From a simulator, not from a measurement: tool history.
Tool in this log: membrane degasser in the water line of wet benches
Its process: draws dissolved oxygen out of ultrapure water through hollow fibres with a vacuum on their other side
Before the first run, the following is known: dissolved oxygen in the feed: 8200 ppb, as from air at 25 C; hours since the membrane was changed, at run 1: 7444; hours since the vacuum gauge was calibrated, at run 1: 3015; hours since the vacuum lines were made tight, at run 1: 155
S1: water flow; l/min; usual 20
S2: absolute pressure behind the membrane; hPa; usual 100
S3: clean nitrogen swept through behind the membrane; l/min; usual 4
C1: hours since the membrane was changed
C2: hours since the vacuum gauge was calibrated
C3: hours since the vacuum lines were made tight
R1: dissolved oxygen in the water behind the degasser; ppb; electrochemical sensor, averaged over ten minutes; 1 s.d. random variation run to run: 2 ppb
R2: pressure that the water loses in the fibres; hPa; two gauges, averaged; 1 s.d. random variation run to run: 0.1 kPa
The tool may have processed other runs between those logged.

run    hour  S1   S2     S3     C1    C2    C3     R1     R2
  1       0  20  100      4   7444  3015   155  227.9  323.5
  2   112.2  20  100      4   7556  3127   267  226.2  323.6
  3   272.7  20  100      4   7716  3287   428    230  325.9
  4   383.1  20  100      4   7827  3398   538  230.9  324.4
  5     506  20  100      4   7950  3521   661  230.2  322.9
  6   663.3  20  100      4   8107  3678   818  231.1  325.8
      674.8  -- vacuum gauge calibrated
  7   834.4  20  100      4   8277   160   989  229.3  326.4
  8   958.7  20  100      4   8402   284  1113    229  324.7
  9  1077.5  20  100      4   8521   403  1232  228.7  324.8
 10  1206.8  20  100      4   8650   532  1361    226    326
 11  1321.8  20  100      4   8765   647  1476  228.4  326.1
 12  1428.8  20  100      4   8872   754  1583  228.5  325.5
 13  1560.3  29  100      4   9003   885  1715  532.7  473.1
 14  1730.5  20  100      4   9174  1056  1885  230.6  325.1
 15  1892.5  20  100      4   9336  1218  2047    230  326.7
 16    2063  20  100  10.78   9506  1388  2218  176.5  325.8
 17  2175.8  20  100  10.78   9619  1501  2330  178.1  326.4
 18  2362.7  20  100  10.78   9806  1688  2517  181.4  326.1
 19  2510.6  20  100  10.78   9954  1836  2665  182.4  326.5
 20  2616.6  20  100  10.78  10060  1942  2771  181.8    326
 21  2783.8  16  100   7.71  10227  2109  2938  105.5  262.5
 22  2963.4  16  100   7.71  10406  2289  3118  104.4  260.8
 23  3057.2  16  156   2.79  10500  2382  3212    238  262.1
 24  3157.3  16  156   2.79  10600  2483  3312  242.3  260.1
 25  3240.7  16  156   2.79  10684  2566  3395  240.2  262.3
 26  3371.9  21  100   3.79  10815  2697  3526  264.5  343.5
 27  3458.6  21  100   3.79  10902  2784  3613  263.9  343.7
 28  3596.2  29   95   1.95  11039  2921  3751  615.4    476
 29  3743.3  18  148   3.15  11186  3069  3898  262.1  294.5
 30  3819.3  13  100      4  11262  3145  3974   85.6  213.4
 31  3915.8  13  100      4  11359  3241  4070     85  214.1

Here are 5 independent what-if runs from the current tool condition. What would each one return?
  A  4079.8  15  187  5.28  11523  3405  4234   ?   ?
  B  4079.8  13  100  2.81  11523  3405  4234   ?   ?
  C  4079.8  14  100     4  11523  3405  4234   ?   ?
  D  4079.8  13  235  6.15  11523  3405  4234   ?   ?
  E  4079.8  19  202  7.71  11523  3405  4234   ?   ?

run     R1     R2
  A  161.4  247.7
  B  107.1  213.4
  C  102.3    230
  D  135.2  214.1
  E  231.6  310.9
What these runs would have given with no unlogged condition in the tool:
run     R1     R2
  A  151.2  239.6
  B  100.1  206.3
  C     94  222.3
  D  128.3  207.1
  E  213.4  300.6
